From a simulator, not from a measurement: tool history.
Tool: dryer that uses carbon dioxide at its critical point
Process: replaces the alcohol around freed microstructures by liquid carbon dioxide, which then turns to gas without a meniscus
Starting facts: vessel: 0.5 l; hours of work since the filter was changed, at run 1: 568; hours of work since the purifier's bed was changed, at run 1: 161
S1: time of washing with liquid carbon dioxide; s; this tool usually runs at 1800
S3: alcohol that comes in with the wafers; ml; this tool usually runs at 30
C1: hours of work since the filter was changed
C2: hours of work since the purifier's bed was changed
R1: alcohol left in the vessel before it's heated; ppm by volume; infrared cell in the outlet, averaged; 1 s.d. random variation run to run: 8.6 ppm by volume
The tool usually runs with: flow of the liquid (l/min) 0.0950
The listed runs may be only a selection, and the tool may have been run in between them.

{"run": 1, "hour": 0.0, "S1": 1800, "flow of the liquid (l/min)": 0.095, "S3": 30, "C1": 568, "C2": 161, "R1": 956}
{"run": 2, "hour": 5.8, "S1": 1800, "flow of the liquid (l/min)": 0.095, "S3": 30, "C1": 571, "C2": 163, "R1": 989}
{"run": 3, "hour": 14.2, "S1": 1800, "flow of the liquid (l/min)": 0.0895, "S3": 30, "C1": 575, "C2": 167, "R1": 1237}
{"hour": 19.2, "done": "inlet filter changed"}
{"run": 4, "hour": 21.9, "S1": 1800, "flow of the liquid (l/min)": 0.0895, "S3": 30, "C1": 1, "C2": 171, "R1": 694}
{"run": 5, "hour": 31.0, "S1": 1800, "flow of the liquid (l/min)": 0.0895, "S3": 30, "C1": 6, "C2": 175, "R1": 694}
{"run": 6, "hour": 37.6, "S1": 1800, "flow of the liquid (l/min)": 0.0895, "S3": 30, "C1": 9, "C2": 178, "R1": 712}
{"run": 7, "hour": 43.7, "S1": 1800, "flow of the liquid (l/min)": 0.0895, "S3": 30, "C1": 12, "C2": 181, "R1": 706}
{"run": 8, "hour": 52.4, "S1": 1800, "flow of the liquid (l/min)": 0.095, "S3": 30, "C1": 16, "C2": 185, "R1": 531}
{"run": 9, "hour": 61.9, "S1": 1800, "flow of the liquid (l/min)": 0.095, "S3": 30, "C1": 20, "C2": 190, "R1": 535}
{"run": 10, "hour": 69.5, "S1": 1800, "flow of the liquid (l/min)": 0.095, "S3": 30, "C1": 24, "C2": 193, "R1": 519}
{"run": 11, "hour": 73.8, "S1": 1800, "flow of the liquid (l/min)": 0.095, "S3": 44, "C1": 26, "C2": 195, "R1": 741}
{"run": 12, "hour": 80.5, "S1": 1800, "flow of the liquid (l/min)": 0.095, "S3": 44, "C1": 29, "C2": 199, "R1": 759}
{"run": 13, "hour": 90.9, "S1": 1800, "flow of the liquid (l/min)": 0.095, "S3": 44, "C1": 34, "C2": 203, "R1": 762}
{"run": 14, "hour": 98.6, "S1": 1800, "flow of the liquid (l/min)": 0.095, "S3": 44, "C1": 38, "C2": 207, "R1": 780}
{"run": 15, "hour": 104.8, "S1": 1800, "flow of the liquid (l/min)": 0.095, "S3": 30, "C1": 41, "C2": 210, "R1": 531}
{"run": 16, "hour": 112.1, "S1": 1800, "flow of the liquid (l/min)": 0.095, "S3": 30, "C1": 44, "C2": 214, "R1": 545}
{"run": 17, "hour": 117.4, "S1": 1800, "flow of the liquid (l/min)": 0.0611, "S3": 30, "C1": 47, "C2": 216, "R1": 3112}
{"run": 18, "hour": 126.2, "S1": 1800, "flow of the liquid (l/min)": 0.0611, "S3": 30, "C1": 51, "C2": 220, "R1": 3092}
{"run": 19, "hour": 131.2, "S1": 1800, "flow of the liquid (l/min)": 0.0611, "S3": 68, "C1": 53, "C2": 223, "R1": 7063}
{"run": 20, "hour": 136.8, "S1": 1800, "flow of the liquid (l/min)": 0.0611, "S3": 68, "C1": 56, "C2": 225, "R1": 7215}
{"run": 21, "hour": 142.4, "S1": 1800, "flow of the liquid (l/min)": 0.095, "S3": 64, "C1": 59, "C2": 228, "R1": 1117}
{"run": 22, "hour": 148.7, "S1": 1800, "flow of the liquid (l/min)": 0.095, "S3": 64, "C1": 62, "C2": 231, "R1": 1161}
{"run": 23, "hour": 156.5, "S1": 1800, "flow of the liquid (l/min)": 0.095, "S3": 64, "C1": 65, "C2": 235, "R1": 1122}
{"run": 24, "hour": 165.6, "S1": 1800, "flow of the liquid (l/min)": 0.095, "S3": 64, "C1": 70, "C2": 239, "R1": 1155}
{"run": 25, "hour": 175.1, "S1": 1800, "flow of the liquid (l/min)": 0.095, "S3": 64, "C1": 74, "C2": 244, "R1": 1159}
{"run": 26, "hour": 183.1, "S1": 1800, "flow of the liquid (l/min)": 0.095, "S3": 41, "C1": 78, "C2": 247, "R1": 755}
{"run": 27, "hour": 187.8, "S1": 1980, "flow of the liquid (l/min)": 0.061, "S3": 24, "C1": 80, "C2": 250, "R1": 1937}
{"run": 28, "hour": 198.0, "S1": 1140, "flow of the liquid (l/min)": 0.061, "S3": 80, "C1": 85, "C2": 254, "R1": 25418}
{"run": 29, "hour": 203.8, "S1": 2640, "flow of the liquid (l/min)": 0.0679, "S3": 98, "C1": 88, "C2": 257, "R1": 1603}
{"run": 30, "hour": 211.2, "S1": 1800, "flow of the liquid (l/min)": 0.0587, "S3": 39, "C1": 91, "C2": 261, "R1": 4678}
{"run": 31, "hour": 217.5, "S1": 1800, "flow of the liquid (l/min)": 0.0587, "S3": 39, "C1": 94, "C2": 264, "R1": 4713}
{"run": 32, "hour": 223.6, "S1": 1800, "flow of the liquid (l/min)": 0.0587, "S3": 39, "C1": 97, "C2": 267, "R1": 4888}
{"run": 33, "hour": 233.0, "S1": 1800, "flow of the liquid (l/min)": 0.0587, "S3": 39, "C1": 102, "C2": 271, "R1": 4852}
{"run": 34, "hour": 242.7, "S1": 1800, "flow of the liquid (l/min)": 0.0587, "S3": 39, "C1": 106, "C2": 276, "R1": 4850}
{"run": 35, "hour": 248.9, "S1": 2220, "flow of the liquid (l/min)": 0.0667, "S3": 39, "C1": 109, "C2": 279, "R1": 1556}
{"run": 36, "hour": 253.2, "S1": 2220, "flow of the liquid (l/min)": 0.0667, "S3": 39, "C1": 111, "C2": 281, "R1": 1555}
{"run": 37, "hour": 263.7, "S1": 1380, "flow of the liquid (l/min)": 0.0667, "S3": 39, "C1": 116, "C2": 286, "R1": 6680}
{"run": 38, "hour": 271.1, "S1": 1380, "flow of the liquid (l/min)": 0.0667, "S3": 39, "C1": 120, "C2": 289, "R1": 6692}
{"run": 39, "hour": 281.6, "S1": 2340, "flow of the liquid (l/min)": 0.1074, "S3": 75, "C1": 125, "C2": 294, "R1": 193}
{"run": 40, "hour": 286.8, "S1": 1140, "flow of the liquid (l/min)": 0.0803, "S3": 96, "C1": 127, "C2": 297, "R1": 16237}
{"run": 41, "hour": 292.9, "S1": 2580, "flow of the liquid (l/min)": 0.0803, "S3": 29, "C1": 130, "C2": 300, "R1": 272}
{"run": 42, "hour": 302.0, "S1": 2580, "flow of the liquid (l/min)": 0.0803, "S3": 29, "C1": 135, "C2": 304, "R1": 280}
{"run": 43, "hour": 310.5, "S1": 2580, "flow of the liquid (l/min)": 0.0803, "S3": 29, "C1": 139, "C2": 308, "R1": 284}
{"run": 44, "hour": 315.4, "S1": 2580, "flow of the liquid (l/min)": 0.0803, "S3": 29, "C1": 141, "C2": 310, "R1": 285}

What if the next run were any one of these 4? Each begins from the tool's condition after run 44:
{"run": "A", "hour": 319.8, "S1": 2160, "flow of the liquid (l/min)": 0.0632, "S3": 27, "C1": 143, "C2": 312, "R1": "?"}
{"run": "B", "hour": 319.8, "S1": 1800, "flow of the liquid (l/min)": 0.095, "S3": 21, "C1": 143, "C2": 312, "R1": "?"}
{"run": "C", "hour": 319.8, "S1": 1800, "flow of the liquid (l/min)": 0.0991, "S3": 39, "C1": 143, "C2": 312, "R1": "?"}
{"run": "D", "hour": 319.8, "S1": 1800, "flow of the liquid (l/min)": 0.095, "S3": 30, "C1": 143, "C2": 312, "R1": "?"}

run=A R1=1536
run=B R1=466
run=C R1=643
run=D R1=613
Take away the tool's hidden state, keep each run's random variation, and the runs would have read:
run=A R1=1283
run=B R1=340
run=C R1=483
run=D R1=460

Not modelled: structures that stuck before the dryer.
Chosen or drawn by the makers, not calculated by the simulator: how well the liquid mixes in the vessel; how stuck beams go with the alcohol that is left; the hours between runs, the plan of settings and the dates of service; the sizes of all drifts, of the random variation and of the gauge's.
